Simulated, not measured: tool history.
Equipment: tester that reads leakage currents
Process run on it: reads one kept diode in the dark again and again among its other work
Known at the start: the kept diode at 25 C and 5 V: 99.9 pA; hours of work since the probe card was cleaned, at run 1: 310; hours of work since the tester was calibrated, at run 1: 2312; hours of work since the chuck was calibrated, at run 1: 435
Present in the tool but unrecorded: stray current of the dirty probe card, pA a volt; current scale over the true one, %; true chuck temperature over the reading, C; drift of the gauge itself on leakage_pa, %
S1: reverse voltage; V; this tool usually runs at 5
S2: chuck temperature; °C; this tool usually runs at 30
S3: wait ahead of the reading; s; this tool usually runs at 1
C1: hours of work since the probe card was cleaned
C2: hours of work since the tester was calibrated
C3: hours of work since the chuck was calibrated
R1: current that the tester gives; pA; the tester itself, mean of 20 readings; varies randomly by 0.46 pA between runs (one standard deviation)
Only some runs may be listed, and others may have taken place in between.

run 1 day=0 | S1=5 S2=30 S3=1 | C1=310 C2=2312 C3=435 | R1=151.54
run 2 day=2.288 | S1=5 S2=30 S3=1 | C1=347 C2=2348 C3=472 | R1=151.96
run 3 day=5.012 | S1=5 S2=30 S3=1 | C1=390 C2=2391 C3=515 | R1=152.35
run 4 day=6.746 | S1=5 S2=30 S3=1 | C1=417 C2=2419 C3=543 | R1=151.4
run 5 day=9.125 | S1=5 S2=30 S3=1 | C1=455 C2=2456 C3=580 | R1=151.98
run 6 day=12.479 | S1=5 S2=30 S3=1 | C1=508 C2=2510 C3=634 | R1=152.24
run 7 day=14.125 | S1=5 S2=25 S3=1 | C1=535 C2=2536 C3=660 | R1=100.79
run 8 day=16.404 | S1=5 S2=25 S3=1 | C1=571 C2=2572 C3=696 | R1=100.3
run 9 day=17.979 | S1=5 S2=25 S3=1 | C1=596 C2=2597 C3=721 | R1=100.43
run 10 day=20.129 | S1=5 S2=30 S3=1 | C1=630 C2=2631 C3=755 | R1=152.08
run 11 day=22.262 | S1=5 S2=28 S3=1 | C1=664 C2=2665 C3=789 | R1=128.82
run 12 day=23.942 | S1=5 S2=28 S3=1 | C1=690 C2=2692 C3=816 | R1=129.35
run 13 day=26.808 | S1=5 S2=28 S3=1 | C1=736 C2=2737 C3=861 | R1=128.86
run 14 day=28.658 | S1=5 S2=30 S3=8.58 | C1=765 C2=2767 C3=890 | R1=151.75
run 15 day=32.117 | S1=5 S2=36 S3=8.58 | C1=820 C2=2822 C3=945 | R1=243.16
run 16 day=34.942 | S1=5 S2=36 S3=8.58 | C1=865 C2=2866 C3=990 | R1=244.01
-- day=35.229 chuck's temperature calibrated
run 17 day=37.8 | S1=5 S2=30 S3=1.34 | C1=909 C2=2910 C3=41 | R1=151.85
run 18 day=40.171 | S1=5 S2=30 S3=1.34 | C1=947 C2=2948 C3=78 | R1=151.38
run 19 day=42.667 | S1=5 S2=30 S3=1.34 | C1=986 C2=2988 C3=118 | R1=151.35
run 20 day=46.308 | S1=5 S2=30 S3=1.34 | C1=1044 C2=3046 C3=176 | R1=151.5
run 21 day=49.021 | S1=4.03 S2=54 S3=1.31 | C1=1087 C2=3089 C3=219 | R1=812.2
run 22 day=50.55 | S1=4.03 S2=54 S3=1.31 | C1=1112 C2=3113 C3=243 | R1=812.33
run 23 day=53.171 | S1=5 S2=30 S3=0.62 | C1=1153 C2=3154 C3=285 | R1=152.57
run 24 day=55.375 | S1=5 S2=25 S3=8.95 | C1=1188 C2=3189 C3=320 | R1=100.49
run 25 day=57.254 | S1=2.01 S2=41 S3=1.15 | C1=1218 C2=3219 C3=350 | R1=209.95
run 26 day=60.533 | S1=6.94 S2=45 S3=8.7 | C1=1270 C2=3271 C3=402 | R1=587.96
run 27 day=62.2 | S1=5 S2=54 S3=5.42 | C1=1297 C2=3298 C3=428 | R1=921.39
run 28 day=65.133 | S1=4.54 S2=30 S3=1 | C1=1343 C2=3344 C3=475 | R1=143.57
run 29 day=67.85 | S1=4.54 S2=52 S3=9.18 | C1=1386 C2=3388 C3=518 | R1=757.79
run 30 day=70.592 | S1=5 S2=23 S3=1 | C1=1430 C2=3431 C3=562 | R1=85.02
run 31 day=73.621 | S1=4.04 S2=22 S3=7.13 | C1=1478 C2=3479 C3=610 | R1=68.65
run 32 day=75.971 | S1=2.46 S2=53 S3=7.13 | C1=1515 C2=3517 C3=647 | R1=562.77
run 33 day=79.546 | S1=2.46 S2=53 S3=7.13 | C1=1572 C2=3573 C3=704 | R1=561.98
run 34 day=81.408 | S1=2.46 S2=53 S3=7.13 | C1=1602 C2=3603 C3=733 | R1=565.31
run 35 day=83.504 | S1=1.72 S2=45 S3=0.8 | C1=1635 C2=3636 C3=767 | R1=256.71
run 36 day=86.258 | S1=5 S2=26 S3=1.91 | C1=1679 C2=3680 C3=810 | R1=109.2
run 37 day=88.192 | S1=5 S2=26 S3=1 | C1=1709 C2=3710 C3=841 | R1=109.42
run 38 day=89.754 | S1=5 S2=26 S3=1 | C1=1734 C2=3735 C3=866 | R1=109.15
run 39 day=92.608 | S1=5 S2=26 S3=1 | C1=1779 C2=3781 C3=911 | R1=109.74
run 40 day=95.129 | S1=1.57 S2=26 S3=0.55 | C1=1819 C2=3821 C3=951 | R1=54.87

What differs in the tool's unlogged condition from the final listed run ahead of each entry between runs to the first listed run following it?
Between runs 16 and 17: chuck's temperature calibrated (day 35.229)
  true chuck temperature over the reading, C: 0.01 -> 0
